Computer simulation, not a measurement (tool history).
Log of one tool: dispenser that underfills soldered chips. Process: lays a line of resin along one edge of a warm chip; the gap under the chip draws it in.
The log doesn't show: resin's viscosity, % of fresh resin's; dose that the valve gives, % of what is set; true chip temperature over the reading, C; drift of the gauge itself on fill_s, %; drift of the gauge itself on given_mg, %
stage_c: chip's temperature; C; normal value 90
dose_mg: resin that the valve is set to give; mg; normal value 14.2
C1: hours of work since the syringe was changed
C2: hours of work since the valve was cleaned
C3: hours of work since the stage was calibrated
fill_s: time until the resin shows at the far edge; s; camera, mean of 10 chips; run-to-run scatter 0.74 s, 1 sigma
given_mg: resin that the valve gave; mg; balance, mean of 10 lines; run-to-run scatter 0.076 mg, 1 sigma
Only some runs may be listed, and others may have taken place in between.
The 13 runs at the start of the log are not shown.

-- hour=121 new syringe of resin
run 14 hour=130.5 | stage_c=90 dose_mg=15.1 | C1=7 C2=54 C3=121 | fill_s=114.1 given_mg=14.64
-- hour=131.7 new syringe of resin
-- hour=136.4 dispensing valve cleaned and set on the balance
run 15 hour=137.8 | stage_c=90 dose_mg=15.1 | C1=4 C2=1 C3=125 | fill_s=88.9 given_mg=15.11
-- hour=143.2 new syringe of resin
run 16 hour=147.3 | stage_c=90 dose_mg=14.2 | C1=3 C2=8 C3=132 | fill_s=82.8 given_mg=13.98
-- hour=153.7 new syringe of resin
run 17 hour=159.6 | stage_c=90 dose_mg=14.2 | C1=4 C2=16 C3=141 | fill_s=96.4 given_mg=14.04
-- hour=164.3 new syringe of resin
run 18 hour=166.2 | stage_c=88 dose_mg=14.9 | C1=1 C2=21 C3=145 | fill_s=82.8 given_mg=14.73
run 19 hour=172.2 | stage_c=88 dose_mg=17.5 | C1=6 C2=25 C3=150 | fill_s=111.7 given_mg=17.08
-- hour=175.3 new syringe of resin
run 20 hour=184.7 | stage_c=81 dose_mg=14.8 | C1=7 C2=34 C3=158 | fill_s=166.3 given_mg=14.4
-- hour=185.6 new syringe of resin
-- hour=196.5 new syringe of resin
run 21 hour=196.5 | stage_c=81 dose_mg=14.8 | C1=0 C2=42 C3=166 | fill_s=100.4 given_mg=14.3
-- hour=207.2 new syringe of resin
run 22 hour=208.5 | stage_c=81 dose_mg=14.8 | C1=1 C2=50 C3=175 | fill_s=108.6 given_mg=14.38
-- hour=217.7 new syringe of resin
-- hour=218.7 dispensing valve cleaned and set on the balance
run 23 hour=222.5 | stage_c=82 dose_mg=17.9 | C1=3 C2=3 C3=184 | fill_s=116.6 given_mg=17.71
-- hour=229.5 new syringe of resin
run 24 hour=233.4 | stage_c=82 dose_mg=15.1 | C1=3 C2=10 C3=192 | fill_s=121.3 given_mg=15.02
-- hour=240.1 new syringe of resin
run 25 hour=243 | stage_c=103 dose_mg=12.8 | C1=2 C2=17 C3=198 | fill_s=48.9 given_mg=12.69
-- hour=250.5 new syringe of resin
run 26 hour=255.9 | stage_c=80 dose_mg=15 | C1=4 C2=26 C3=207 | fill_s=139.8 given_mg=14.75
-- hour=261.3 new syringe of resin
run 27 hour=264.3 | stage_c=80 dose_mg=15 | C1=2 C2=32 C3=213 | fill_s=126.9 given_mg=14.8
run 28 hour=269.7 | stage_c=80 dose_mg=15 | C1=6 C2=36 C3=217 | fill_s=167.9 given_mg=14.77
-- hour=271.6 new syringe of resin
-- hour=282.3 new syringe of resin
run 29 hour=282.3 | stage_c=89 dose_mg=14.4 | C1=0 C2=45 C3=226 | fill_s=72.4 given_mg=13.99
run 30 hour=290.5 | stage_c=89 dose_mg=16.3 | C1=6 C2=51 C3=232 | fill_s=111.1 given_mg=15.77
-- hour=292.6 new syringe of resin
-- hour=300.9 dispensing valve cleaned and set on the balance
run 31 hour=303.5 | stage_c=89 dose_mg=16.3 | C1=7 C2=2 C3=240 | fill_s=124.5 given_mg=16.32
-- hour=304.6 new syringe of resin
run 32 hour=314 | stage_c=89 dose_mg=16.3 | C1=7 C2=9 C3=248 | fill_s=119.1 given_mg=16.3
-- hour=315.5 new syringe of resin
run 33 hour=323.5 | stage_c=95 dose_mg=14.2 | C1=6 C2=16 C3=254 | fill_s=88.5 given_mg=14.02
-- hour=326.6 new syringe of resin
run 34 hour=332 | stage_c=95 dose_mg=15.6 | C1=4 C2=22 C3=260 | fill_s=78.5 given_mg=15.46

What if the next run were any one of these 4? Each begins from the tool's condition after run 34:
-- hour=337.5 new syringe of resin
run A hour=337.7 | stage_c=102 dose_mg=14.8 | C1=0 C2=26 C3=264 | fill_s=? given_mg=?
-- hour=337.5 new syringe of resin
run B hour=337.7 | stage_c=100 dose_mg=16.2 | C1=0 C2=26 C3=264 | fill_s=? given_mg=?
-- hour=337.5 new syringe of resin
run C hour=337.7 | stage_c=90 dose_mg=14.7 | C1=0 C2=26 C3=264 | fill_s=? given_mg=?
-- hour=337.5 new syringe of resin
run D hour=337.7 | stage_c=90 dose_mg=13.3 | C1=0 C2=26 C3=264 | fill_s=? given_mg=?

run=A fill_s=45.2 given_mg=14.72
run=B fill_s=48.4 given_mg=16.02
run=C fill_s=73 given_mg=14.51
run=D fill_s=72.2 given_mg=13.12
Stripped of hidden state, with their random variation kept, the same runs would have yielded:
run=A fill_s=42.2 given_mg=14.9
run=B fill_s=45.2 given_mg=16.22
run=C fill_s=67.9 given_mg=14.7
run=D fill_s=67.1 given_mg=13.28
